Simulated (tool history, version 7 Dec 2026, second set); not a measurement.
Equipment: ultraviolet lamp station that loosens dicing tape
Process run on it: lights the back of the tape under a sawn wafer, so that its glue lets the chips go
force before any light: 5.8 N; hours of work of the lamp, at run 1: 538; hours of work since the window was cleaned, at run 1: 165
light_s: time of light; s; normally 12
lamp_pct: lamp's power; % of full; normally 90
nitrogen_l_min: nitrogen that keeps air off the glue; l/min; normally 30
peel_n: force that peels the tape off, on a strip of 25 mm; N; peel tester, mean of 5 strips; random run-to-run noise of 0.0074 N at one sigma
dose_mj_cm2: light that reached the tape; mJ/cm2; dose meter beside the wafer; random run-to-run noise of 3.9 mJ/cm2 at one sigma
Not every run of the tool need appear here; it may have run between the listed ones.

| run | hour | light_s | lamp_pct | nitrogen_l_min | hours of work of the lamp | hours of work since the window was cleaned | peel_n | dose_mj_cm2 |
|---|---|---|---|---|---|---|---|---|
| 1 | 0 | 12 | 90 | 30 | 538 | 165 | 0.272 | 673 |
| 2 | 27.8 | 12 | 72 | 30 | 554 | 181 | 0.479 | 540 |
| 3 | 57.2 | 12 | 85 | 30 | 572 | 199 | 0.31 | 642 |
| 4 | 87.4 | 12 | 85 | 30 | 590 | 216 | 0.306 | 634 |
|  | 106.2 | window cleaned of glue's vapour |
| 5 | 135.9 | 12 | 63 | 30 | 618 | 17 | 0.611 | 473 |
| 6 | 174.5 | 12 | 63 | 30 | 640 | 40 | 0.604 | 473 |
| 7 | 201.5 | 12 | 63 | 30 | 656 | 56 | 0.601 | 480 |
| 8 | 247.8 | 12 | 63 | 30 | 684 | 83 | 0.616 | 475 |
| 9 | 283.4 | 12 | 63 | 30 | 704 | 104 | 0.62 | 472 |
| 10 | 321.4 | 12 | 63 | 30 | 727 | 127 | 0.622 | 476 |
| 11 | 361.9 | 12 | 63 | 30 | 751 | 150 | 0.616 | 469 |
| 12 | 392.2 | 12 | 63 | 30 | 768 | 168 | 0.627 | 476 |
| 13 | 434.5 | 9 | 69 | 38 | 793 | 193 | 0.791 | 391 |
| 14 | 464.6 | 8 | 72 | 38 | 811 | 211 | 0.903 | 356 |
|  | 493.6 | window cleaned of glue's vapour |
| 15 | 512.3 | 21 | 72 | 11 | 839 | 11 | 0.324 | 945 |
| 16 | 536 | 12 | 90 | 12 | 853 | 25 | 0.625 | 671 |
| 17 | 571.2 | 15 | 90 | 30 | 873 | 46 | 0.163 | 839 |
| 18 | 610.1 | 7 | 70 | 30 | 896 | 68 | 1.331 | 304 |
| 19 | 633.7 | 15 | 70 | 41 | 910 | 82 | 0.237 | 656 |
| 20 | 660.3 | 12 | 63 | 29 | 926 | 98 | 0.633 | 478 |
| 21 | 681.8 | 12 | 63 | 29 | 938 | 111 | 0.648 | 471 |
| 22 | 722.8 | 12 | 63 | 29 | 962 | 135 | 0.648 | 467 |
| 23 | 758.8 | 17 | 77 | 10 | 984 | 156 | 0.48 | 823 |

Alternative continuations, all from the tool just after run 23; predict every row:
| A | 790.1 | 8 | 72 | 30 | 1002 | 174 | ? | ? |
| B | 790.1 | 7 | 90 | 26 | 1002 | 174 | ? | ? |
| C | 790.1 | 19 | 67 | 13 | 1002 | 174 | ? | ? |
| D | 790.1 | 12 | 84 | 16 | 1002 | 174 | ? | ? |
| E | 790.1 | 6 | 77 | 10 | 1002 | 174 | ? | ? |

| run | peel_n | dose_mj_cm2 |
|---|---|---|
| A | 1.036 | 359 |
| B | 0.982 | 393 |
| C | 0.409 | 791 |
| D | 0.569 | 627 |
| E | 2.188 | 291 |
With the hidden condition removed and each run's random variation left untouched, the same runs would have given:
| run | peel_n | dose_mj_cm2 |
|---|---|---|
| A | 1.031 | 360 |
| B | 0.977 | 394 |
| C | 0.406 | 793 |
| D | 0.565 | 629 |
| E | 2.182 | 292 |

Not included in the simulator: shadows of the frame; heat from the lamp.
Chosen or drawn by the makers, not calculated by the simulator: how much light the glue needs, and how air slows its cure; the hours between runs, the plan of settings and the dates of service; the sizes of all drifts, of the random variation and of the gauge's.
